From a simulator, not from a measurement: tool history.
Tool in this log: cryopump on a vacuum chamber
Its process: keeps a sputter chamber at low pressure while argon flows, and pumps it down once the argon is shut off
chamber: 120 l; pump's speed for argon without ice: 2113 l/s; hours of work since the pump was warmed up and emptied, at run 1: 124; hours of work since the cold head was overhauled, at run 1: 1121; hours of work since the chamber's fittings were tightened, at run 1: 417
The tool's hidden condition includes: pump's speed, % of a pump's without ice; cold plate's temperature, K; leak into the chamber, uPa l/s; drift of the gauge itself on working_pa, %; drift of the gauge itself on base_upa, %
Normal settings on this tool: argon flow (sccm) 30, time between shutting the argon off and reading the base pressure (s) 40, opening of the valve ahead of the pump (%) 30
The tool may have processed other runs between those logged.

run    hour  argon flow (sccm)  time between shutting the argon off and reading the base pressure (s)  opening of the valve ahead of the pump (%)  hours of work since the pump was warmed up and emptied  hours of work since the cold head was overhauled  hours of work since the chamber's fittings were tightened  pressure while argon flows (Pa)  pressure after the wait (uPa)
  1     0.0                 30                                                                     40                                          30                                                     124                                              1121                                                        417                           0.0807                           0.59
  2    31.4                 30                                                                     40                                          30                                                     141                                              1138                                                        434                           0.0812                           0.57
  3    75.8                 30                                                                     40                                          30                                                     165                                              1162                                                        458                           0.0810                           0.57
  4   108.6                 30                                                                    281                                          30                                                     182                                              1179                                                        476                           0.0814                           0.30
  5   146.2                 30                                                                    281                                          30                                                     202                                              1200                                                        496                           0.0818                           0.28
  6   185.3                 30                                                                    281                                          30                                                     224                                              1221                                                        517                           0.0819                           0.26
  7   235.7                 30                                                                    281                                          30                                                     251                                              1248                                                        544                           0.0834                           0.29
  8   277.7                 30                                                                    281                                          30                                                     273                                              1270                                                        567                           0.0819                           0.30
  9   312.1                 30                                                                    281                                          30                                                     292                                              1289                                                        585                           0.0823                           0.28
 10   351.2                 30                                                                    281                                          30                                                     313                                              1310                                                        606                           0.0818                           0.29
 11   386.8                 30                                                                    281                                          30                                                     332                                              1329                                                        626                           0.0827                           0.31
 12   437.4                 30                                                                    281                                          30                                                     359                                              1356                                                        653                           0.0835                           0.29
 13   460.7                 15                                                                     40                                          30                                                     372                                              1369                                                        665                           0.0422                           0.64
 14   496.5                 30                                                                     76                                          30                                                     391                                              1388                                                        685                           0.0837                           0.46
 15   533.4                 30                                                                     76                                          30                                                     411                                              1408                                                        704                           0.0836                           0.44
 16   557.9                 30                                                                     76                                          35                                                     424                                              1421                                                        718                           0.0726                           0.45
 17   603.1                 30                                                                     76                                          43                                                     448                                              1446                                                        742                           0.0593                           0.45
 18   635.9                 30                                                                     26                                          30                                                     466                                              1463                                                        760                           0.0840                           0.83
 19   666.2                 30                                                                     26                                          30                                                     482                                              1480                                                        776                           0.0846                           0.85
 20   703.3                 14                                                                     40                                          30                                                     502                                              1500                                                        796                           0.0391                           0.63
 21   735.6                 14                                                                     75                                          21                                                     520                                              1517                                                        813                           0.0557                           0.43
 22   776.5                 18                                                                    103                                          21                                                     542                                              1539                                                        835                           0.0725                           0.45
 23   805.2                 12                                                                     22                                          53                                                     557                                              1555                                                        851                           0.0206                           0.93
 24   854.6                 12                                                                     22                                          53                                                     584                                              1581                                                        877                           0.0206                           0.93
 25   891.7                 12                                                                     22                                          53                                                     604                                              1601                                                        897                           0.0204                           0.93
 26   927.2                 38                                                                    141                                          30                                                     623                                              1620                                                        917                           0.1082                           0.42
 27   951.3                 52                                                                     40                                          18                                                     636                                              1633                                                        930                           0.2427                           0.68
 28  1001.5                 52                                                                     40                                          18                                                     663                                              1660                                                        957                           0.2433                           0.68
 29  1023.6                 49                                                                     67                                          30                                                     675                                              1672                                                        968                           0.1426                           0.53
 30  1052.2                 49                                                                     67                                          30                                                     690                                              1688                                                        984                           0.1443                           0.53
 31  1086.6                 49                                                                     67                                          30                                                     709                                              1706                                                       1002                           0.1433                           0.60
 32  1127.1                 15                                                                     47                                          15                                                     731                                              1728                                                       1024                           0.0842                           0.63
 33  1175.5                 15                                                                     47                                          15                                                     757                                              1754                                                       1050                           0.0849                           0.68

Branching from run 33: 3 alternative next runs. What would each branch give?
  A  1200.6                 30                                                                     40                                          37                                                     770                                              1767                                                       1064                                ?                              ?
  B  1200.6                 40                                                                     66                                          15                                                     770                                              1767                                                       1064                                ?                              ?
  C  1200.6                 15                                                                     47                                          19                                                     770                                              1767                                                       1064                                ?                              ?

run  pressure while argon flows (Pa)  pressure after the wait (uPa)
  A                           0.0733                           0.72
  B                           0.2232                           0.56
  C                           0.0676                           0.63
What these runs would have given with no unlogged condition in the tool:
run  pressure while argon flows (Pa)  pressure after the wait (uPa)
  A                           0.0648                           0.50
  B                           0.2120                           0.35
  C                           0.0634                           0.42
